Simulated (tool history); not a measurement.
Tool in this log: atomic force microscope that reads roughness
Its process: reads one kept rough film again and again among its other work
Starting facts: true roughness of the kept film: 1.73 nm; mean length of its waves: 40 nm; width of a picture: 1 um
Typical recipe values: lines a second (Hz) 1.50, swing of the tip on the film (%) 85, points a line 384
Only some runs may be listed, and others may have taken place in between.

run   hour  lines a second (Hz)  swing of the tip on the film (%)  points a line  roughness of the kept film (nm (root mean square))
  1    0.0                 1.50                                85            384                                               1.438
      12.7  -- new tip fitted
  2   22.6                 1.50                                85            384                                               1.494
  3   39.3                 1.50                                85            800                                               1.498
  4   71.7                 1.50                                85            885                                               1.452
  5   89.1                 1.50                                86            384                                               1.433
     110.4  -- new tip fitted
  6  110.7                 1.50                                85            413                                               1.509
  7  124.8                 1.50                                85            413                                               1.500
     127.8  -- height scale calibrated on a step standard
  8  155.8                 1.50                                85            413                                               1.453
  9  186.4                 1.50                                85            413                                               1.435
 10  204.3                 1.50                                85            280                                               1.404
     208.8  -- new tip fitted
 11  224.1                 1.50                                85            280                                               1.480
 12  240.3                 1.50                                77            384                                               1.529
 13  266.8                 1.50                                77            384                                               1.499
 14  297.0                 0.83                                87            738                                               1.495
     306.3  -- new tip fitted
     319.2  -- height scale calibrated on a step standard, once more
 15  330.0                 1.12                                88            440                                               1.508
 16  352.2                 1.12                                88            440                                               1.485
 17  375.2                 0.56                                79            542                                               1.562
 18  396.0                 1.37                                68            259                                               1.517
     403.2  -- new tip fitted
 19  430.4                 3.09                                85            732                                               1.337
 20  447.0                 1.89                                62            413                                               1.556
 21  464.7                 1.89                                62            413                                               1.544
 22  488.3                 0.53                                85            359                                               1.525
     499.3  -- new tip fitted
 23  519.5                 0.53                                85            359                                               1.591
 24  534.4                 0.53                                85            703                                               1.586
 25  553.9                 1.50                                84            384                                               1.466

Results for each run, recomputed without the tool's hidden state and with each run's random variation untouched:
Hidden conditions of the tool in this case: radius of the tip, nm; height scale over the true one, %; drift of the gauge itself on roughness_nm, %.
run  roughness of the kept film (nm (root mean square))
  1                                               1.513
  2                                               1.501
  3                                               1.520
  4                                               1.502
  5                                               1.499
  6                                               1.508
  7                                               1.511
  8                                               1.491
  9                                               1.501
 10                                               1.486
 11                                               1.493
 12                                               1.557
 13                                               1.551
 14                                               1.576
 15                                               1.531
 16                                               1.528
 17                                               1.627
 18                                               1.599
 19                                               1.361
 20                                               1.600
 21                                               1.605
 22                                               1.607
 23                                               1.610
 24                                               1.620
 25                                               1.515
